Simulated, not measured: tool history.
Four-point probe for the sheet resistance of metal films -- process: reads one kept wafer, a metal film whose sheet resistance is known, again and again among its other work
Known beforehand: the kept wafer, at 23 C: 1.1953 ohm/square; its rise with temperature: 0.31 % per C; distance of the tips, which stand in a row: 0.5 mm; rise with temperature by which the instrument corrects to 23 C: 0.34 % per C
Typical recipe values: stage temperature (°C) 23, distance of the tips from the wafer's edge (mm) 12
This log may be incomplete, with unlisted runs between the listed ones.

run,day,stage temperature (°C),distance of the tips from the wafer's edge (mm),sheet resistance as the instrument gives it (ohm/square)
1,0.000,23,12,1.196080
2,0.638,23,12,1.195658
3,1.083,23,12,1.195918
4,1.646,23,12,1.196321
5,2.167,23,12,1.195738
6,2.658,23,12,1.196643
7,3.129,23,12,1.196338
8,3.542,23,12,1.196062
9,4.033,23,21,1.195528
10,4.342,23,12,1.196456
11,4.658,23,12,1.196125
12,5.133,23,54,1.195056
13,5.404,23,12,1.196010
14,5.796,23,12,1.196125
15,6.271,23,12,1.196633
16,6.788,23,12,1.196460
17,7.429,23,12,1.195790
18,7.729,23,12,1.196490
19,8.083,23,12,1.195762
20,8.558,23,12,1.195959
21,9.021,23,12,1.196117
22,9.575,23,12,1.196391
23,9.988,23,12,1.195990
24,10.275,23,12,1.195375
25,10.762,19,4,1.206400
26,11.292,22,7,1.198457
27,11.558,22,7,1.198735
28,11.912,22,7,1.198522

Run 29, settings as shown, results not yet in. Your forecast:
29,12.350,30,25,?

{"run 29": {"sheet resistance as the instrument gives it (ohm/square)": 1.19322}}
With the hidden condition absent and the run-to-run variation left alone, this run would have shown sheet resistance as the instrument gives it (ohm/square) 1.193450.
